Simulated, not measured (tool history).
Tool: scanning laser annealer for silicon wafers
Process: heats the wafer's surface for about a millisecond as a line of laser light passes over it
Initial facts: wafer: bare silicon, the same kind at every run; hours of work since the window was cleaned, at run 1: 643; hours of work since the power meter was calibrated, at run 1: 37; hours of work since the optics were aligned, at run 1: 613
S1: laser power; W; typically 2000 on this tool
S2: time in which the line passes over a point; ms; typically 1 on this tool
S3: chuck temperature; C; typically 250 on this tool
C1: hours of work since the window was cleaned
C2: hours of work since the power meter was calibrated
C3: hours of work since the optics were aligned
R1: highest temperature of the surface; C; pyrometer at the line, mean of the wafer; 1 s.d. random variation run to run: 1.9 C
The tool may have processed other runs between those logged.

| run | hour | S1 | S2 | S3 | C1 | C2 | C3 | R1 |
|---|---|---|---|---|---|---|---|---|
| 1 | 0 | 2000 | 1 | 250 | 643 | 37 | 613 | 1055 |
| 2 | 10.9 | 2000 | 0.71 | 250 | 648 | 42 | 618 | 943 |
| 3 | 18.2 | 2000 | 1 | 250 | 651 | 45 | 621 | 1052 |
| 4 | 28.2 | 2200 | 1 | 250 | 656 | 50 | 626 | 1131 |
| 5 | 39.8 | 2200 | 1 | 250 | 661 | 56 | 631 | 1134 |
| 6 | 46.5 | 2200 | 1 | 250 | 664 | 59 | 634 | 1134 |
| 7 | 56.7 | 2200 | 1 | 250 | 669 | 63 | 639 | 1132 |
| 8 | 64 | 2000 | 1 | 250 | 673 | 67 | 642 | 1048 |
| 9 | 74.8 | 2000 | 1 | 250 | 678 | 72 | 647 | 1050 |
| 10 | 82.9 | 2000 | 1 | 244 | 681 | 76 | 651 | 1044 |
| 11 | 93.2 | 2000 | 1 | 250 | 686 | 80 | 656 | 1050 |
| 12 | 102.2 | 2000 | 1 | 250 | 690 | 85 | 660 | 1045 |
| 13 | 114.4 | 2000 | 1 | 250 | 696 | 90 | 666 | 1048 |
| 14 | 125.1 | 2000 | 1 | 250 | 701 | 95 | 671 | 1048 |
| 15 | 135.4 | 2000 | 1 | 250 | 706 | 100 | 676 | 1044 |
|  | 138.4 | window over the wafer cleaned |
| 16 | 149.4 | 2000 | 1 | 250 | 5 | 106 | 681 | 1046 |
| 17 | 160.5 | 2000 | 1 | 250 | 10 | 111 | 686 | 1042 |
| 18 | 170 | 1946 | 1 | 250 | 15 | 115 | 691 | 1019 |
|  | 176.4 | window over the wafer cleaned, once more |
| 19 | 181.4 | 1946 | 1 | 250 | 2 | 120 | 695 | 1061 |
| 20 | 190 | 2003 | 1 | 250 | 6 | 124 | 699 | 1088 |
| 21 | 200.7 | 2000 | 0.75 | 279 | 11 | 129 | 704 | 1017 |
| 22 | 210.1 | 2015 | 0.9 | 287 | 16 | 133 | 708 | 1089 |
| 23 | 218.8 | 2015 | 1.09 | 235 | 20 | 137 | 713 | 1108 |
| 24 | 228.1 | 1834 | 1.14 | 242 | 24 | 141 | 717 | 1048 |
| 25 | 235.7 | 2000 | 1.2 | 250 | 28 | 145 | 720 | 1151 |
| 26 | 247.9 | 2000 | 1.2 | 250 | 33 | 151 | 726 | 1154 |
| 27 | 254.1 | 2000 | 1.2 | 250 | 36 | 153 | 729 | 1150 |
| 28 | 260.5 | 2000 | 0.74 | 250 | 39 | 156 | 732 | 985 |
| 29 | 268.5 | 1927 | 1.21 | 274 | 43 | 160 | 736 | 1149 |
| 30 | 274.7 | 1927 | 1.21 | 274 | 46 | 163 | 739 | 1144 |
| 31 | 282.9 | 1762 | 1 | 250 | 50 | 167 | 742 | 983 |
| 32 | 287.9 | 2125 | 0.76 | 244 | 52 | 169 | 745 | 1032 |
| 33 | 299 | 1928 | 1.01 | 219 | 57 | 174 | 750 | 1023 |
| 34 | 305.8 | 1928 | 1.01 | 219 | 60 | 177 | 753 | 1025 |
| 35 | 317 | 1844 | 1.23 | 223 | 65 | 183 | 758 | 1060 |
| 36 | 327.2 | 1844 | 1.23 | 223 | 70 | 187 | 763 | 1059 |
| 37 | 338.1 | 1844 | 1.23 | 223 | 75 | 192 | 768 | 1059 |
| 38 | 349 | 1844 | 1.23 | 223 | 80 | 198 | 773 | 1059 |
| 39 | 357.6 | 1948 | 1.23 | 223 | 84 | 202 | 777 | 1108 |
| 40 | 368.6 | 1819 | 1 | 244 | 89 | 207 | 782 | 1002 |

5 options for the next run, each taken on its own from the tool as it stands now. Forecast them:
| A | 380 | 2000 | 0.76 | 230 | 95 | 212 | 788 | ? |
| B | 380 | 1738 | 0.88 | 262 | 95 | 212 | 788 | ? |
| C | 380 | 2066 | 1 | 250 | 95 | 212 | 788 | ? |
| D | 380 | 1785 | 1.13 | 228 | 95 | 212 | 788 | ? |
| E | 380 | 1804 | 0.89 | 244 | 95 | 212 | 788 | ? |

| run | R1 |
|---|---|
| A | 970 |
| B | 946 |
| C | 1110 |
| D | 1010 |
| E | 958 |
With the hidden condition removed and each run's random variation left untouched, the same runs would have given:
| run | R1 |
|---|---|
| A | 983 |
| B | 957 |
| C | 1124 |
| D | 1023 |
| E | 969 |

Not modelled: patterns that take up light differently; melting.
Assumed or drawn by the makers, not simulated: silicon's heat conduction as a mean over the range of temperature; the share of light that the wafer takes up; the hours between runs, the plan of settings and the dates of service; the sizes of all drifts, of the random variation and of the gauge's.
